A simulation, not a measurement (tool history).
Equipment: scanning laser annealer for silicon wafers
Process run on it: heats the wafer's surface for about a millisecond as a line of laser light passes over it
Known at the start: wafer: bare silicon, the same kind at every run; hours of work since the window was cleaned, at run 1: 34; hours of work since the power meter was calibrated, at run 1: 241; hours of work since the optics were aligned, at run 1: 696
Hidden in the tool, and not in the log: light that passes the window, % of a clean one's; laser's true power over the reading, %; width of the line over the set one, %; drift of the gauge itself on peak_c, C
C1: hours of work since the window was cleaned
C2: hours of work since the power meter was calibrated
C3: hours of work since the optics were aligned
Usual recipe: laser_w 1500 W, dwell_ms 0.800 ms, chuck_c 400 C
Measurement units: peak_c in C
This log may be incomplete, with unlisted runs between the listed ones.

Run 1, hour 0.0: usual settings; C1 34; C2 241; C3 696. Result: peak_c 1202 C.
Run 2, hour 8.9: usual settings; C1 41; C2 248; C3 703. Result: peak_c 1199 C.
Run 3, hour 26.2: usual settings; C1 55; C2 261; C3 717. Result: peak_c 1201 C.
Run 4, hour 36.7: usual settings; C1 63; C2 269; C3 725. Result: peak_c 1199 C.
Run 5, hour 46.1: usual settings; C1 70; C2 277; C3 732. Result: peak_c 1198 C.
Run 6, hour 57.6: usual settings; C1 79; C2 286; C3 741. Result: peak_c 1198 C.
Run 7, hour 67.5: usual settings but chuck_c 363 C; C1 87; C2 293; C3 749. Result: peak_c 1164 C.
Run 8, hour 80.4: usual settings but chuck_c 363 C; C1 97; C2 303; C3 759. Result: peak_c 1163 C.
Run 9, hour 92.7: usual settings but chuck_c 363 C; C1 107; C2 313; C3 769. Result: peak_c 1162 C.
Run 10, hour 102.1: usual settings but laser_w 1495 W, dwell_ms 0.727 ms; C1 114; C2 320; C3 776. Result: peak_c 1152 C.
Run 11, hour 113.7: usual settings but laser_w 1460 W; C1 123; C2 329; C3 785. Result: peak_c 1172 C.
Run 12, hour 124.9: usual settings but laser_w 1597 W, dwell_ms 0.750 ms, chuck_c 372 C; C1 132; C2 338; C3 794. Result: peak_c 1202 C.
Run 13, hour 142.1: usual settings but laser_w 1597 W, dwell_ms 0.947 ms, chuck_c 414 C; C1 145; C2 351; C3 807. Result: peak_c 1361 C.
Run 14, hour 156.5: usual settings but laser_w 1597 W, dwell_ms 0.947 ms, chuck_c 414 C; C1 156; C2 363; C3 818. Result: peak_c 1358 C.
Run 15, hour 170.9: usual settings but dwell_ms 0.660 ms; C1 168; C2 374; C3 830. Result: peak_c 1112 C.

Branching from run 15: 4 alternative next runs. What would each branch give?
Run A, hour 186.6: usual settings but laser_w 1626 W, dwell_ms 0.842 ms, chuck_c 433 C; C1 180; C2 386; C3 842. Result: peak_c ?.
Run B, hour 186.6: usual settings but laser_w 1471 W, dwell_ms 0.743 ms, chuck_c 440 C; C1 180; C2 386; C3 842. Result: peak_c ?.
Run C, hour 186.6: usual settings but dwell_ms 0.617 ms, chuck_c 426 C; C1 180; C2 386; C3 842. Result: peak_c ?.
Run D, hour 186.6: usual settings but laser_w 1322 W, dwell_ms 0.657 ms, chuck_c 401 C; C1 180; C2 386; C3 842. Result: peak_c ?.

run  peak_c
  A    1336
  B    1184
  C    1115
  D    1013
The same runs, with their run-to-run variation unchanged, on a tool lacking any hidden condition would have given:
run  peak_c
  A    1355
  B    1199
  C    1129
  D    1026

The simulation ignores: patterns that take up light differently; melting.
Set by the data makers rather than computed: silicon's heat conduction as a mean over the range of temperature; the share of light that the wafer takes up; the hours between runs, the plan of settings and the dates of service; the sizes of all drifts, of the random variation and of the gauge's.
